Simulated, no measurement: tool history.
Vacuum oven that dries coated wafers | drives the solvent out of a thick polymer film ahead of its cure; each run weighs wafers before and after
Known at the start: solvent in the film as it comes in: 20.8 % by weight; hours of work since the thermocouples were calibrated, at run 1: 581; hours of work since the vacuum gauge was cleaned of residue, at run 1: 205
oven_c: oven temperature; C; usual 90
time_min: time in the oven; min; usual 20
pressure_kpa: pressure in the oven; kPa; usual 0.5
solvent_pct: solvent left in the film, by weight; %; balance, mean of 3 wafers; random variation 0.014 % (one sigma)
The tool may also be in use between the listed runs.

run,hour,oven_c,time_min,pressure_kpa,hours of work since the thermocouples were calibrated,hours of work since the vacuum gauge was cleaned of residue,solvent_pct
1,0,90,20,0.5,581,205,2.61
2,38.3,90,20,0.5,598,222,2.61
3,57.8,87,20,0.5,606,231,3.26
4,86.6,87,20,0.5,619,244,3.27
5,109.5,87,20,0.5,629,254,3.26
6,148.2,90,20,0.51,646,271,2.61
7,173,90,13,0.5,657,282,4.95
8,216,88,13,0.5,676,301,5.49
9,243,88,13,1.365,688,313,5.69
10,286.6,90,20,0.653,708,332,2.65
11,314.4,90,20,0.4,720,344,2.57
12,359.8,90,20,0.255,740,364,2.54
13,387.1,90,27,0.5,752,377,1.4
14,412.9,90,17,0.917,764,388,3.54
15,448.7,90,17,0.917,779,404,3.48
16,492.7,90,17,0.917,799,423,3.52

4 ways to go on from here, each from the tool as it stands after run 16. What would each give?
A,533.2,99,20,0.369,817,441,?
B,533.2,94,17,1.944,817,441,?
C,533.2,90,11,0.5,817,441,?
D,533.2,76,20,0.703,817,441,?

run,solvent_pct
A,1.12
B,2.86
C,5.95
D,6.29
Without the tool's hidden state the same runs would have given:
run,solvent_pct
A,1.18
B,2.99
C,6.13
D,6.46

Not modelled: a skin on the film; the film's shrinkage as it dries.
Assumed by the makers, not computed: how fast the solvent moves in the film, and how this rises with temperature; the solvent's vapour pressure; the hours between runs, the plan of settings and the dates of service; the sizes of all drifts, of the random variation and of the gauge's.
